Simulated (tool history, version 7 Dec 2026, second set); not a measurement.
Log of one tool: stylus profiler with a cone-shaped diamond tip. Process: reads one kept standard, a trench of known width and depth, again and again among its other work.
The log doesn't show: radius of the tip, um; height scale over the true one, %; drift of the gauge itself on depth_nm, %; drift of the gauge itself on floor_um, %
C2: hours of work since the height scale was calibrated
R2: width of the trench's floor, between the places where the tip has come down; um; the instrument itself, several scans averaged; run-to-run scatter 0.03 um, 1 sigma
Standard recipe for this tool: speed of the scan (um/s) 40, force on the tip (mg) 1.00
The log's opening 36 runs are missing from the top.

run 37 hour=502.3 | speed_of_the_scan_(um/s)=12 force_on_the_tip_(mg)=1.92 | scans_with_this_tip=4132 C2=329 | depth_of_the_trench_(nm)=507.57 R2=25.60
run 38 hour=511.7 | speed_of_the_scan_(um/s)=54 force_on_the_tip_(mg)=1.00 | scans_with_this_tip=4205 C2=334 | depth_of_the_trench_(nm)=504.65 R2=25.24
run 39 hour=526.9 | speed_of_the_scan_(um/s)=54 force_on_the_tip_(mg)=1.00 | scans_with_this_tip=4324 C2=344 | depth_of_the_trench_(nm)=504.95 R2=25.25
run 40 hour=540.1 | speed_of_the_scan_(um/s)=54 force_on_the_tip_(mg)=1.00 | scans_with_this_tip=4428 C2=352 | depth_of_the_trench_(nm)=504.58 R2=25.22
run 41 hour=549.6 | speed_of_the_scan_(um/s)=17 force_on_the_tip_(mg)=1.95 | scans_with_this_tip=4502 C2=358 | depth_of_the_trench_(nm)=507.77 R2=25.53
run 42 hour=558.2 | speed_of_the_scan_(um/s)=49 force_on_the_tip_(mg)=2.03 | scans_with_this_tip=4569 C2=363 | depth_of_the_trench_(nm)=507.70 R2=25.38
run 43 hour=568.5 | speed_of_the_scan_(um/s)=49 force_on_the_tip_(mg)=2.03 | scans_with_this_tip=4650 C2=370 | depth_of_the_trench_(nm)=507.58 R2=25.40
run 44 hour=580.2 | speed_of_the_scan_(um/s)=49 force_on_the_tip_(mg)=2.03 | scans_with_this_tip=4742 C2=377 | depth_of_the_trench_(nm)=507.64 R2=25.35
run 45 hour=590.0 | speed_of_the_scan_(um/s)=54 force_on_the_tip_(mg)=1.35 | scans_with_this_tip=4818 C2=383 | depth_of_the_trench_(nm)=505.97 R2=25.28
run 46 hour=599.7 | speed_of_the_scan_(um/s)=83 force_on_the_tip_(mg)=1.63 | scans_with_this_tip=4894 C2=389 | depth_of_the_trench_(nm)=507.02 R2=25.16
run 47 hour=610.9 | speed_of_the_scan_(um/s)=55 force_on_the_tip_(mg)=1.67 | scans_with_this_tip=4982 C2=396 | depth_of_the_trench_(nm)=506.53 R2=25.32
run 48 hour=622.3 | speed_of_the_scan_(um/s)=76 force_on_the_tip_(mg)=0.60 | scans_with_this_tip=5071 C2=403 | depth_of_the_trench_(nm)=503.13 R2=24.91

Forecast each of these 3 alternatives for the next run:
run A hour=632.1 | speed_of_the_scan_(um/s)=14 force_on_the_tip_(mg)=0.60 | scans_with_this_tip=5148 C2=409 | depth_of_the_trench_(nm)=? R2=?
run B hour=632.1 | speed_of_the_scan_(um/s)=131 force_on_the_tip_(mg)=1.42 | scans_with_this_tip=5148 C2=409 | depth_of_the_trench_(nm)=? R2=?
run C hour=632.1 | speed_of_the_scan_(um/s)=77 force_on_the_tip_(mg)=1.00 | scans_with_this_tip=5148 C2=409 | depth_of_the_trench_(nm)=? R2=?

run=A depth_of_the_trench_(nm)=503.37 R2=25.52
run=B depth_of_the_trench_(nm)=505.87 R2=24.84
run=C depth_of_the_trench_(nm)=504.70 R2=25.04
Without the tool's unlogged condition, the same runs would have read:
run=A depth_of_the_trench_(nm)=503.38 R2=25.52
run=B depth_of_the_trench_(nm)=505.88 R2=24.85
run=C depth_of_the_trench_(nm)=504.71 R2=25.05
